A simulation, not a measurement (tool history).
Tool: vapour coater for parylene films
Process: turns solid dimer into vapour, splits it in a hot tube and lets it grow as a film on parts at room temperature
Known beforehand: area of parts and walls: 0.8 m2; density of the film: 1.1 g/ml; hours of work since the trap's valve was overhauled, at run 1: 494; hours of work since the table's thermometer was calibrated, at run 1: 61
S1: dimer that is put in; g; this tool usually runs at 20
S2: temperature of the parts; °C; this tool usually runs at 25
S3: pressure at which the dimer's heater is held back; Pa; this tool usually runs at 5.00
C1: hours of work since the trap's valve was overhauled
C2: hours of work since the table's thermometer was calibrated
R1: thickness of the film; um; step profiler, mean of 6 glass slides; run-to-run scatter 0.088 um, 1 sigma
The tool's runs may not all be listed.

run,hour,S1,S2,S3,C1,C2,R1
1,0.0,20,25,5.00,494,61,10.62
2,35.6,20,34,5.00,524,91,6.96
3,61.4,9,25,5.00,546,113,4.82
4,111.8,9,25,5.00,588,155,4.80
5,149.5,20,26,5.00,620,187,10.20
# hour 206.0: trap's valve overhauled
6,206.0,20,26,5.00,0,231,10.19
7,251.4,20,25,5.00,38,270,10.68
8,274.0,12,25,5.00,57,289,6.51
9,298.6,12,25,8.35,78,309,5.70
10,329.0,12,25,8.35,104,335,5.75
11,366.4,20,21,4.68,135,366,13.08
12,407.3,20,21,4.11,170,401,13.66
13,458.6,20,21,4.11,213,444,13.95
14,497.8,35,17,3.36,246,477,30.24
15,541.1,35,17,3.36,282,513,30.60

5 options for the next run, each taken on its own from the tool as it stands now. Forecast them:
A,578.2,9,17,6.00,313,545,?
B,578.2,12,17,3.66,313,545,?
C,578.2,20,25,2.60,313,545,?
D,578.2,12,25,5.00,313,545,?
E,578.2,20,25,4.93,313,545,?

run,R1
A,6.87
B,10.25
C,12.43
D,6.44
E,10.72
With no hidden state in the tool, these same runs would have given:
run,R1
A,6.90
B,10.28
C,12.47
D,6.46
E,10.75

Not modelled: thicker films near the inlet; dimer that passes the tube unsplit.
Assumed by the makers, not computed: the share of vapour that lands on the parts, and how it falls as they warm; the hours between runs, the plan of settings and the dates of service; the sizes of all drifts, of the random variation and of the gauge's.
